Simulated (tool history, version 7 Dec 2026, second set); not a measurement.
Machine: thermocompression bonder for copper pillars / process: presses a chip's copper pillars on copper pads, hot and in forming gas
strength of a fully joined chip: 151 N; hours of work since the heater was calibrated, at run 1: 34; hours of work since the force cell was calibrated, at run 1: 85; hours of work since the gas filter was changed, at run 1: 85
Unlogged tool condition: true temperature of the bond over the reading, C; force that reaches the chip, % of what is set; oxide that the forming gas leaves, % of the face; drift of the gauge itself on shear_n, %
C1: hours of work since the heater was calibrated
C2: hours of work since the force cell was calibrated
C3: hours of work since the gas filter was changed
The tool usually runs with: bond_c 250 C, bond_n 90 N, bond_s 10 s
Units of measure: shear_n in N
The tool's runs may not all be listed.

Run 1, day 0.000: usual settings; C1 34; C2 85; C3 85. Result: shear_n 98.0 N.
Run 2, day 1.808: usual settings; C1 57; C2 107; C3 107. Result: shear_n 98.1 N.
Run 3, day 3.629: usual settings but bond_s 23 s; C1 79; C2 130; C3 130. Result: shear_n 117.3 N.
Run 4, day 5.312: usual settings but bond_n 57 N; C1 100; C2 151; C3 151. Result: shear_n 65.0 N.
Run 5, day 7.188: usual settings but bond_n 57 N; C1 124; C2 174; C3 174. Result: shear_n 63.9 N.
Run 6, day 8.700: usual settings but bond_n 57 N; C1 142; C2 193; C3 193. Result: shear_n 63.8 N.
Run 7, day 9.912: usual settings; C1 157; C2 208; C3 208. Result: shear_n 94.3 N.
Run 8, day 11.079: usual settings but bond_s 16 s; C1 172; C2 223; C3 223. Result: shear_n 103.4 N.
Run 9, day 11.925: usual settings but bond_c 267 C, bond_n 59 N, bond_s 21 s; C1 182; C2 233; C3 233. Result: shear_n 100.7 N.
Run 10, day 13.138: usual settings but bond_c 267 C, bond_n 59 N, bond_s 21 s; C1 198; C2 248; C3 248. Result: shear_n 100.4 N.
At day 13.371: force cell calibrated.
Run 11, day 14.029: usual settings but bond_c 267 C, bond_n 59 N, bond_s 21 s; C1 208; C2 8; C3 259. Result: shear_n 100.1 N.
Run 12, day 15.342: usual settings but bond_c 253 C, bond_s 27 s; C1 224; C2 25; C3 275. Result: shear_n 116.1 N.
At day 16.021: forming gas filter changed.
Run 13, day 16.525: usual settings but bond_c 253 C, bond_s 27 s; C1 239; C2 39; C3 6. Result: shear_n 127.0 N.

What does the tool deliver on the next run?
Run 14, day 17.471: usual settings but bond_c 244 C, bond_s 14 s; C1 250; C2 51; C3 18. Result: shear_n ?.

shear_n: 101.4 N
If the tool had no hidden condition, the same run with the same run-to-run variation would have returned shear_n 103.2 N.
